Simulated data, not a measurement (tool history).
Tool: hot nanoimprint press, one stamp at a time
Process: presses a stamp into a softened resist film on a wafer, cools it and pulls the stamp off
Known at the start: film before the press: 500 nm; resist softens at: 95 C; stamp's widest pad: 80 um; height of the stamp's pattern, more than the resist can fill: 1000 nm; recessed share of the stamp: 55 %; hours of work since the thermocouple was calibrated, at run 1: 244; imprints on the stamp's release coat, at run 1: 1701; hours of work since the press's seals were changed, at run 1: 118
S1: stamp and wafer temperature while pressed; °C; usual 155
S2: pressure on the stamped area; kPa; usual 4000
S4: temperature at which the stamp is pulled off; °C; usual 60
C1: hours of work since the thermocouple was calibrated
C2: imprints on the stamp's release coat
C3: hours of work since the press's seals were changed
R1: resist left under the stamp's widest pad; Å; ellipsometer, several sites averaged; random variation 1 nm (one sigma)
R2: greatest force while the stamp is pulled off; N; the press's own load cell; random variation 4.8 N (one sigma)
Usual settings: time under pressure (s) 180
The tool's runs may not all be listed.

{"run": 1, "hour": 0.0, "S1": 155, "S2": 4000, "time under pressure (s)": 180, "S4": 60, "C1": 244, "C2": 1701, "C3": 118, "R1": 2911, "R2": 244}
{"hour": 62.0, "done": "stamp cleaned and given a new release coat"}
{"run": 2, "hour": 62.7, "S1": 155, "S2": 4000, "time under pressure (s)": 180, "S4": 60, "C1": 285, "C2": 3, "C3": 159, "R1": 2919, "R2": 238}
{"run": 3, "hour": 99.0, "S1": 155, "S2": 4000, "time under pressure (s)": 180, "S4": 60, "C1": 312, "C2": 188, "C3": 186, "R1": 2934, "R2": 229}
{"run": 4, "hour": 154.9, "S1": 155, "S2": 4000, "time under pressure (s)": 180, "S4": 60, "C1": 353, "C2": 471, "C3": 227, "R1": 2919, "R2": 235}
{"hour": 236.6, "done": "plate thermocouple calibrated"}
{"run": 5, "hour": 237.0, "S1": 155, "S2": 4000, "time under pressure (s)": 180, "S4": 60, "C1": 0, "C2": 873, "C3": 284, "R1": 2924, "R2": 243}
{"run": 6, "hour": 270.0, "S1": 155, "S2": 4000, "time under pressure (s)": 180, "S4": 60, "C1": 24, "C2": 1041, "C3": 308, "R1": 2909, "R2": 228}
{"run": 7, "hour": 325.7, "S1": 155, "S2": 4000, "time under pressure (s)": 180, "S4": 55, "C1": 65, "C2": 1323, "C3": 349, "R1": 2919, "R2": 250}
{"run": 8, "hour": 366.7, "S1": 155, "S2": 2890, "time under pressure (s)": 180, "S4": 60, "C1": 95, "C2": 1531, "C3": 379, "R1": 3365, "R2": 238}
{"run": 9, "hour": 446.2, "S1": 164, "S2": 4330, "time under pressure (s)": 95, "S4": 60, "C1": 153, "C2": 1935, "C3": 437, "R1": 2389, "R2": 235}
{"hour": 459.4, "done": "stamp cleaned and given a new release coat"}
{"run": 10, "hour": 533.4, "S1": 155, "S2": 3120, "time under pressure (s)": 241, "S4": 50, "C1": 212, "C2": 375, "C3": 496, "R1": 2983, "R2": 258}
{"run": 11, "hour": 593.7, "S1": 155, "S2": 4000, "time under pressure (s)": 180, "S4": 52, "C1": 256, "C2": 681, "C3": 540, "R1": 2893, "R2": 255}
{"run": 12, "hour": 646.4, "S1": 155, "S2": 4000, "time under pressure (s)": 180, "S4": 52, "C1": 294, "C2": 949, "C3": 578, "R1": 2929, "R2": 246}
{"run": 13, "hour": 709.0, "S1": 152, "S2": 4000, "time under pressure (s)": 192, "S4": 60, "C1": 340, "C2": 1267, "C3": 624, "R1": 3226, "R2": 236}

3 ways to go on from here, each from the tool as it stands after run 13. What would each give?
{"run": "A", "hour": 760.4, "S1": 152, "S2": 3010, "time under pressure (s)": 192, "S4": 64, "C1": 377, "C2": 1528, "C3": 661, "R1": "?", "R2": "?"}
{"run": "B", "hour": 760.4, "S1": 144, "S2": 4000, "time under pressure (s)": 180, "S4": 56, "C1": 377, "C2": 1528, "C3": 661, "R1": "?", "R2": "?"}
{"run": "C", "hour": 760.4, "S1": 165, "S2": 5720, "time under pressure (s)": 255, "S4": 60, "C1": 377, "C2": 1528, "C3": 661, "R1": "?", "R2": "?"}

run=A R1=3592 R2=229
run=B R1=4200 R2=243
run=C R1=1378 R2=250
Without the tool's hidden state the same runs would have given:
run=A R1=3590 R2=227
run=B R1=4198 R2=241
run=C R1=1377 R2=248
